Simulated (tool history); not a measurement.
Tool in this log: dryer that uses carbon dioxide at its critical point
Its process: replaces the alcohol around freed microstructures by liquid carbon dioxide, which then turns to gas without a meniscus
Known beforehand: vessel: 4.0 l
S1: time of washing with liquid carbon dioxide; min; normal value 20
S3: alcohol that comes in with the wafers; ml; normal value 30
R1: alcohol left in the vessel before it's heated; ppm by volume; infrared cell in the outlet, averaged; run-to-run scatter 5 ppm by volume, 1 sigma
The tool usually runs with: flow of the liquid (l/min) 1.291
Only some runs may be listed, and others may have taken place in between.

Run 1, day 0.000: usual settings. Result: R1 156 ppm by volume.
Run 2, day 1.162: usual settings but S1 26 min. Result: R1 112 ppm by volume.
Run 3, day 1.983: usual settings but S1 26 min. Result: R1 130 ppm by volume.
Run 4, day 2.625: usual settings but S1 26 min. Result: R1 133 ppm by volume.
Run 5, day 3.562: usual settings but S3 28 ml. Result: R1 170 ppm by volume.
Run 6, day 4.221: usual settings but S3 28 ml. Result: R1 168 ppm by volume.
Run 7, day 5.038: usual settings but S3 28 ml. Result: R1 175 ppm by volume.
Run 8, day 5.908: usual settings but S3 28 ml. Result: R1 171 ppm by volume.
Run 9, day 6.904: usual settings but S3 28 ml. Result: R1 182 ppm by volume.
Run 10, day 8.242: usual settings but flow of the liquid (l/min) 0.910. Result: R1 379 ppm by volume.
Run 11, day 9.421: usual settings but S3 85 ml. Result: R1 310 ppm by volume.
Run 12, day 10.354: usual settings but S3 25 ml. Result: R1 176 ppm by volume.
At day 11.200: purifier's bed changed.
Run 13, day 11.321: usual settings but S3 25 ml. Result: R1 61 ppm by volume.
Run 14, day 11.896: usual settings but S3 25 ml. Result: R1 54 ppm by volume.
Run 15, day 12.675: usual settings but S3 25 ml. Result: R1 58 ppm by volume.
Run 16, day 13.888: usual settings. Result: R1 76 ppm by volume.
Run 17, day 15.133: usual settings but flow of the liquid (l/min) 1.200. Result: R1 106 ppm by volume.
Run 18, day 15.804: usual settings. Result: R1 83 ppm by volume.
Run 19, day 16.721: usual settings but S1 18 min. Result: R1 128 ppm by volume.
At day 17.125: inlet filter changed.
Run 20, day 17.958: usual settings but S3 50 ml. Result: R1 67 ppm by volume.
Run 21, day 18.679: usual settings but S1 16 min. Result: R1 119 ppm by volume.
Run 22, day 19.742: usual settings but S1 16 min, S3 22 ml. Result: R1 102 ppm by volume.
Run 23, day 20.992: usual settings but S1 16 min, S3 22 ml. Result: R1 103 ppm by volume.
Run 24, day 21.921: usual settings but S1 18 min, flow of the liquid (l/min) 1.270. Result: R1 97 ppm by volume.
Run 25, day 22.900: usual settings but S3 43 ml. Result: R1 87 ppm by volume.
Run 26, day 23.733: usual settings but S1 21 min, S3 55 ml. Result: R1 86 ppm by volume.
Run 27, day 24.929: usual settings but S1 21 min, S3 55 ml. Result: R1 87 ppm by volume.
Run 28, day 26.262: usual settings but S1 18 min, flow of the liquid (l/min) 1.500, S3 101 ml. Result: R1 146 ppm by volume.
Run 29, day 27.446: usual settings but S1 18 min, flow of the liquid (l/min) 1.500, S3 101 ml. Result: R1 146 ppm by volume.
Run 30, day 28.529: usual settings but flow of the liquid (l/min) 1.190, S3 21 ml. Result: R1 87 ppm by volume.
Run 31, day 29.258: usual settings but S1 16 min, flow of the liquid (l/min) 1.190, S3 21 ml. Result: R1 167 ppm by volume.
Run 32, day 30.346: usual settings but S1 30 min, S3 110 ml. Result: R1 61 ppm by volume.
Run 33, day 31.029: usual settings but S1 26 min, flow of the liquid (l/min) 1.080, S3 32 ml. Result: R1 81 ppm by volume.
Run 34, day 32.204: usual settings but S1 26 min, flow of the liquid (l/min) 1.080, S3 40 ml. Result: R1 90 ppm by volume.
Run 35, day 32.796: usual settings but S1 23 min, flow of the liquid (l/min) 1.960, S3 108 ml. Result: R1 53 ppm by volume.
Run 36, day 33.646: usual settings but S1 23 min, flow of the liquid (l/min) 1.960, S3 108 ml. Result: R1 58 ppm by volume.
Run 37, day 34.717: usual settings but S1 23 min, flow of the liquid (l/min) 1.960, S3 108 ml. Result: R1 66 ppm by volume.
Run 38, day 35.875: usual settings but S1 23 min, flow of the liquid (l/min) 1.960, S3 108 ml. Result: R1 57 ppm by volume.
Run 39, day 36.746: usual settings but S1 14 min, flow of the liquid (l/min) 1.410, S3 27 ml. Result: R1 209 ppm by volume.
Run 40, day 37.596: usual settings. Result: R1 114 ppm by volume.
Run 41, day 38.767: usual settings but S1 26 min, flow of the liquid (l/min) 0.860. Result: R1 158 ppm by volume.
Run 42, day 39.950: usual settings but S1 14 min, flow of the liquid (l/min) 0.880, S3 35 ml. Result: R1 869 ppm by volume.
Run 43, day 40.779: usual settings but S3 83 ml. Result: R1 220 ppm by volume.

Predict each of these 5 candidate next runs independently; none follows another, all start after run 43:
Run A, day 41.488: usual settings but S1 25 min, flow of the liquid (l/min) 1.700, S3 101 ml. Result: R1 ?.
Run B, day 41.488: usual settings but S1 15 min. Result: R1 ?.
Run C, day 41.488: usual settings but S3 99 ml. Result: R1 ?.
Run D, day 41.488: usual settings but S1 14 min, flow of the liquid (l/min) 0.990, S3 84 ml. Result: R1 ?.
Run E, day 41.488: usual settings but S1 16 min, flow of the liquid (l/min) 1.260, S3 104 ml. Result: R1 ?.

run    R1
  A    93
  B   269
  C   257
  D  1524
  E   640
Without the tool's hidden state the same runs would have given:
run    R1
  A    16
  B   131
  C   107
  D  1072
  E   368
